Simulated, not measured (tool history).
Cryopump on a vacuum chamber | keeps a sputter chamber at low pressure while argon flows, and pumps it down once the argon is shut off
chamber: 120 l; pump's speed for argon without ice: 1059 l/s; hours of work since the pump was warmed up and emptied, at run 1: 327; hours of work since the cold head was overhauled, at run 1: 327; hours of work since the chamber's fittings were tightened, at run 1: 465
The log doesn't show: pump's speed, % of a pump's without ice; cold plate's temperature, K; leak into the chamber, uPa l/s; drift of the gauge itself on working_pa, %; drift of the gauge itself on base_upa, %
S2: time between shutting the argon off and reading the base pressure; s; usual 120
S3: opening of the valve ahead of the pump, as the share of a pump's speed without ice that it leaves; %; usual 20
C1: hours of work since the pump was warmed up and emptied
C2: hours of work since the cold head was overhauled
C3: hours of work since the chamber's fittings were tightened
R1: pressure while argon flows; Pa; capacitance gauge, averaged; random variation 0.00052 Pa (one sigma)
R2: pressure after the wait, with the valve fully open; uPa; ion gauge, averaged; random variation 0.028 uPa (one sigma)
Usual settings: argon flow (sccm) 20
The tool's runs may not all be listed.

run 1 hour=0 | argon_flow_(sccm)=20 S2=120 S3=20 | C1=327 C2=327 C3=465 | R1=0.1622 R2=1.99
run 2 hour=22.8 | argon_flow_(sccm)=20 S2=120 S3=20 | C1=341 C2=341 C3=479 | R1=0.1626 R2=2.03
run 3 hour=41 | argon_flow_(sccm)=20 S2=120 S3=20 | C1=353 C2=353 C3=490 | R1=0.1632 R2=2.03
run 4 hour=55.6 | argon_flow_(sccm)=20 S2=120 S3=20 | C1=362 C2=362 C3=500 | R1=0.1632 R2=2.06
run 5 hour=75.7 | argon_flow_(sccm)=20 S2=120 S3=20 | C1=374 C2=374 C3=512 | R1=0.163 R2=2.09
run 6 hour=95.3 | argon_flow_(sccm)=20 S2=120 S3=20 | C1=386 C2=386 C3=524 | R1=0.1622 R2=2.02
run 7 hour=110.1 | argon_flow_(sccm)=20 S2=120 S3=20 | C1=396 C2=396 C3=533 | R1=0.1628 R2=2.18
run 8 hour=132.7 | argon_flow_(sccm)=20 S2=120 S3=20 | C1=410 C2=410 C3=548 | R1=0.1628 R2=2.1
run 9 hour=143.2 | argon_flow_(sccm)=8 S2=28 S3=24 | C1=416 C2=416 C3=554 | R1=0.055 R2=5.35
run 10 hour=155.4 | argon_flow_(sccm)=39 S2=43 S3=20 | C1=424 C2=424 C3=562 | R1=0.3164 R2=3.99
run 11 hour=173.5 | argon_flow_(sccm)=35 S2=77 S3=20 | C1=435 C2=435 C3=573 | R1=0.2858 R2=2.75
run 12 hour=185 | argon_flow_(sccm)=26 S2=30 S3=53 | C1=442 C2=442 C3=580 | R1=0.0833 R2=5.19
run 13 hour=201.1 | argon_flow_(sccm)=30 S2=149 S3=56 | C1=452 C2=452 C3=590 | R1=0.0908 R2=1.96
run 14 hour=221 | argon_flow_(sccm)=30 S2=149 S3=56 | C1=465 C2=465 C3=603 | R1=0.0905 R2=1.97

The same runs without the tool's hidden state, with the same run-to-run variation:
run=1 R1=0.1596 R2=1.3
run=2 R1=0.1599 R2=1.32
run=3 R1=0.1603 R2=1.31
run=4 R1=0.1603 R2=1.31
run=5 R1=0.16 R2=1.33
run=6 R1=0.1592 R2=1.24
run=7 R1=0.1597 R2=1.36
run=8 R1=0.1595 R2=1.3
run=9 R1=0.0537 R2=4.54
run=10 R1=0.3099 R2=3.14
run=11 R1=0.2797 R2=1.88
run=12 R1=0.0787 R2=4.32
run=13 R1=0.0854 R2=1.07
run=14 R1=0.085 R2=1.07
